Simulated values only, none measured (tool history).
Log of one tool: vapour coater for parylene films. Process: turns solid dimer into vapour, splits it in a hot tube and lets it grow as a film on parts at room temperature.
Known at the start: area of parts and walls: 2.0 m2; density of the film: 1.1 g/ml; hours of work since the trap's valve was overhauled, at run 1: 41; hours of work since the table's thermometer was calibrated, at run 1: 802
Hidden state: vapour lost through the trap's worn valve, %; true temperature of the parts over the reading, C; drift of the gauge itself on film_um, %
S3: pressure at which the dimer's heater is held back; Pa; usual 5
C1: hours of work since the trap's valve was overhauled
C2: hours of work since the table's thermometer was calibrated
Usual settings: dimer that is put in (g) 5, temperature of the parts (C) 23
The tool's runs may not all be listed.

{"run": 1, "hour": 0.0, "dimer that is put in (g)": 5, "temperature of the parts (C)": 23, "S3": 5, "C1": 41, "C2": 802, "thickness of the film (nm)": 1280}
{"run": 2, "hour": 22.1, "dimer that is put in (g)": 5, "temperature of the parts (C)": 23, "S3": 5, "C1": 55, "C2": 817, "thickness of the film (nm)": 1280}
{"run": 3, "hour": 57.5, "dimer that is put in (g)": 5, "temperature of the parts (C)": 23, "S3": 5, "C1": 79, "C2": 840, "thickness of the film (nm)": 1290}
{"run": 4, "hour": 108.1, "dimer that is put in (g)": 7, "temperature of the parts (C)": 23, "S3": 5, "C1": 112, "C2": 874, "thickness of the film (nm)": 1800}
{"run": 5, "hour": 147.0, "dimer that is put in (g)": 7, "temperature of the parts (C)": 23, "S3": 5, "C1": 138, "C2": 899, "thickness of the film (nm)": 1790}
{"run": 6, "hour": 182.3, "dimer that is put in (g)": 5, "temperature of the parts (C)": 23, "S3": 5, "C1": 161, "C2": 923, "thickness of the film (nm)": 1280}
{"run": 7, "hour": 209.1, "dimer that is put in (g)": 5, "temperature of the parts (C)": 23, "S3": 5, "C1": 179, "C2": 941, "thickness of the film (nm)": 1270}
{"run": 8, "hour": 236.1, "dimer that is put in (g)": 5, "temperature of the parts (C)": 23, "S3": 5, "C1": 197, "C2": 958, "thickness of the film (nm)": 1270}
{"run": 9, "hour": 276.3, "dimer that is put in (g)": 5, "temperature of the parts (C)": 23, "S3": 5, "C1": 224, "C2": 985, "thickness of the film (nm)": 1280}
{"run": 10, "hour": 299.5, "dimer that is put in (g)": 5, "temperature of the parts (C)": 23, "S3": 5, "C1": 239, "C2": 1000, "thickness of the film (nm)": 1270}
{"run": 11, "hour": 341.7, "dimer that is put in (g)": 5, "temperature of the parts (C)": 23, "S3": 5, "C1": 267, "C2": 1028, "thickness of the film (nm)": 1260}
{"run": 12, "hour": 386.3, "dimer that is put in (g)": 5, "temperature of the parts (C)": 23, "S3": 5, "C1": 297, "C2": 1058, "thickness of the film (nm)": 1280}
{"run": 13, "hour": 434.7, "dimer that is put in (g)": 5, "temperature of the parts (C)": 23, "S3": 5, "C1": 329, "C2": 1090, "thickness of the film (nm)": 1260}
{"run": 14, "hour": 483.5, "dimer that is put in (g)": 5, "temperature of the parts (C)": 23, "S3": 5, "C1": 361, "C2": 1122, "thickness of the film (nm)": 1280}
{"run": 15, "hour": 531.0, "dimer that is put in (g)": 5, "temperature of the parts (C)": 23, "S3": 7.69, "C1": 392, "C2": 1154, "thickness of the film (nm)": 1160}
{"run": 16, "hour": 561.2, "dimer that is put in (g)": 5, "temperature of the parts (C)": 23, "S3": 7.06, "C1": 412, "C2": 1174, "thickness of the film (nm)": 1210}
{"run": 17, "hour": 606.0, "dimer that is put in (g)": 5, "temperature of the parts (C)": 23, "S3": 5, "C1": 442, "C2": 1204, "thickness of the film (nm)": 1280}
{"run": 18, "hour": 643.4, "dimer that is put in (g)": 5, "temperature of the parts (C)": 19, "S3": 5, "C1": 467, "C2": 1228, "thickness of the film (nm)": 1450}
{"run": 19, "hour": 674.5, "dimer that is put in (g)": 5, "temperature of the parts (C)": 19, "S3": 5, "C1": 488, "C2": 1249, "thickness of the film (nm)": 1430}
{"run": 20, "hour": 707.9, "dimer that is put in (g)": 5, "temperature of the parts (C)": 23, "S3": 5, "C1": 510, "C2": 1271, "thickness of the film (nm)": 1260}
{"run": 21, "hour": 739.4, "dimer that is put in (g)": 5, "temperature of the parts (C)": 23, "S3": 5, "C1": 531, "C2": 1292, "thickness of the film (nm)": 1250}
{"run": 22, "hour": 770.4, "dimer that is put in (g)": 5, "temperature of the parts (C)": 23, "S3": 5, "C1": 551, "C2": 1312, "thickness of the film (nm)": 1290}
{"run": 23, "hour": 806.7, "dimer that is put in (g)": 5, "temperature of the parts (C)": 22, "S3": 5, "C1": 575, "C2": 1337, "thickness of the film (nm)": 1300}
{"run": 24, "hour": 858.1, "dimer that is put in (g)": 6, "temperature of the parts (C)": 25, "S3": 4.54, "C1": 609, "C2": 1371, "thickness of the film (nm)": 1470}
{"run": 25, "hour": 898.8, "dimer that is put in (g)": 6, "temperature of the parts (C)": 22, "S3": 8.91, "C1": 636, "C2": 1398, "thickness of the film (nm)": 1410}
{"run": 26, "hour": 942.9, "dimer that is put in (g)": 6, "temperature of the parts (C)": 22, "S3": 8.91, "C1": 665, "C2": 1427, "thickness of the film (nm)": 1380}
{"run": 27, "hour": 974.5, "dimer that is put in (g)": 3, "temperature of the parts (C)": 29, "S3": 6.48, "C1": 686, "C2": 1448, "thickness of the film (nm)": 580}
{"hour": 991.3, "done": "trap's valve overhauled"}
{"run": 28, "hour": 1028.9, "dimer that is put in (g)": 4, "temperature of the parts (C)": 21, "S3": 2.67, "C1": 25, "C2": 1481, "thickness of the film (nm)": 1240}
{"run": 29, "hour": 1049.6, "dimer that is put in (g)": 4, "temperature of the parts (C)": 23, "S3": 2.96, "C1": 39, "C2": 1495, "thickness of the film (nm)": 1170}
{"run": 30, "hour": 1082.3, "dimer that is put in (g)": 7, "temperature of the parts (C)": 23, "S3": 4.11, "C1": 60, "C2": 1516, "thickness of the film (nm)": 1910}
{"run": 31, "hour": 1127.9, "dimer that is put in (g)": 7, "temperature of the parts (C)": 18, "S3": 5, "C1": 91, "C2": 1547, "thickness of the film (nm)": 2070}
{"run": 32, "hour": 1154.3, "dimer that is put in (g)": 7, "temperature of the parts (C)": 18, "S3": 5, "C1": 108, "C2": 1564, "thickness of the film (nm)": 2080}
{"run": 33, "hour": 1179.1, "dimer that is put in (g)": 2, "temperature of the parts (C)": 23, "S3": 3.29, "C1": 124, "C2": 1581, "thickness of the film (nm)": 570}
{"run": 34, "hour": 1202.2, "dimer that is put in (g)": 2, "temperature of the parts (C)": 20, "S3": 3.29, "C1": 140, "C2": 1596, "thickness of the film (nm)": 620}
{"run": 35, "hour": 1233.6, "dimer that is put in (g)": 2, "temperature of the parts (C)": 20, "S3": 3.29, "C1": 161, "C2": 1617, "thickness of the film (nm)": 620}
{"run": 36, "hour": 1280.2, "dimer that is put in (g)": 5, "temperature of the parts (C)": 23, "S3": 3.95, "C1": 191, "C2": 1648, "thickness of the film (nm)": 1350}
{"run": 37, "hour": 1328.5, "dimer that is put in (g)": 5, "temperature of the parts (C)": 23, "S3": 3.95, "C1": 223, "C2": 1680, "thickness of the film (nm)": 1350}
{"run": 38, "hour": 1369.2, "dimer that is put in (g)": 5, "temperature of the parts (C)": 23, "S3": 5, "C1": 250, "C2": 1707, "thickness of the film (nm)": 1290}
{"run": 39, "hour": 1419.6, "dimer that is put in (g)": 8, "temperature of the parts (C)": 22, "S3": 4.23, "C1": 284, "C2": 1740, "thickness of the film (nm)": 2180}
{"run": 40, "hour": 1465.1, "dimer that is put in (g)": 5, "temperature of the parts (C)": 23, "S3": 5, "C1": 314, "C2": 1770, "thickness of the film (nm)": 1290}
{"run": 41, "hour": 1507.6, "dimer that is put in (g)": 2, "temperature of the parts (C)": 23, "S3": 4.13, "C1": 342, "C2": 1798, "thickness of the film (nm)": 530}
{"run": 42, "hour": 1531.1, "dimer that is put in (g)": 5, "temperature of the parts (C)": 23, "S3": 2.43, "C1": 358, "C2": 1814, "thickness of the film (nm)": 1520}
{"run": 43, "hour": 1555.6, "dimer that is put in (g)": 5, "temperature of the parts (C)": 23, "S3": 2.43, "C1": 374, "C2": 1830, "thickness of the film (nm)": 1520}

Hidden state at the last listed run before each entry between runs and at the first one after, where it differs:
Between runs 27 and 28: trap's valve overhauled (hour 991.3)
  vapour lost through the trap's worn valve, %: 0.3 -> 0
